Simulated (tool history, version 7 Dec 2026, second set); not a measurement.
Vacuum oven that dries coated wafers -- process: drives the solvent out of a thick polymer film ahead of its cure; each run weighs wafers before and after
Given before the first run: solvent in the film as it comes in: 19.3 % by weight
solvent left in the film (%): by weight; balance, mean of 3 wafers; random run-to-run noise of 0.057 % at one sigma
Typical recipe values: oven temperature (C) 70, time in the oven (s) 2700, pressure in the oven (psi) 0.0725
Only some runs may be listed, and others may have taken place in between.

run,hour,oven temperature (C),time in the oven (s),pressure in the oven (psi),solvent left in the film (%)
1,0.0,70,2700,0.0725,3.44
2,33.1,70,2700,0.0725,3.52
3,68.0,70,2700,0.1223,3.48
4,93.7,70,2700,0.1223,3.37
5,130.4,70,2700,0.1223,3.44
6,160.6,70,2700,0.1223,3.52
7,185.3,70,2700,0.0725,3.48
# hour 188.4: vacuum gauge cleaned of residue and calibrated
# hour 192.4: oven's thermocouples calibrated
8,213.0,76,2700,0.0725,1.67
9,247.0,76,2700,0.0725,1.74
10,263.1,70,1620,0.0863,5.62
11,287.3,70,1620,0.0863,5.40
# hour 295.5: vacuum gauge cleaned of residue and calibrated, once more
12,325.3,67,2100,0.2493,4.97
13,343.0,70,4740,0.0725,0.88
14,369.4,57,3000,0.0905,5.50
15,396.1,78,4440,0.0721,0.37
16,415.3,78,4440,0.0721,0.28
17,441.0,72,1800,0.0458,4.32

Forecast each of these 5 alternatives for the next run:
A,464.8,72,1680,0.2042,?
B,464.8,57,1860,0.1743,?
C,464.8,60,3600,0.1890,?
D,464.8,67,1620,0.0418,?
E,464.8,57,2700,0.0380,?

run,solvent left in the film (%)
A,4.94
B,8.33
C,3.85
D,6.25
E,5.96
With the hidden condition removed and each run's random variation left untouched, the same runs would have given:
run,solvent left in the film (%)
A,4.92
B,8.30
C,3.82
D,6.22
E,5.93

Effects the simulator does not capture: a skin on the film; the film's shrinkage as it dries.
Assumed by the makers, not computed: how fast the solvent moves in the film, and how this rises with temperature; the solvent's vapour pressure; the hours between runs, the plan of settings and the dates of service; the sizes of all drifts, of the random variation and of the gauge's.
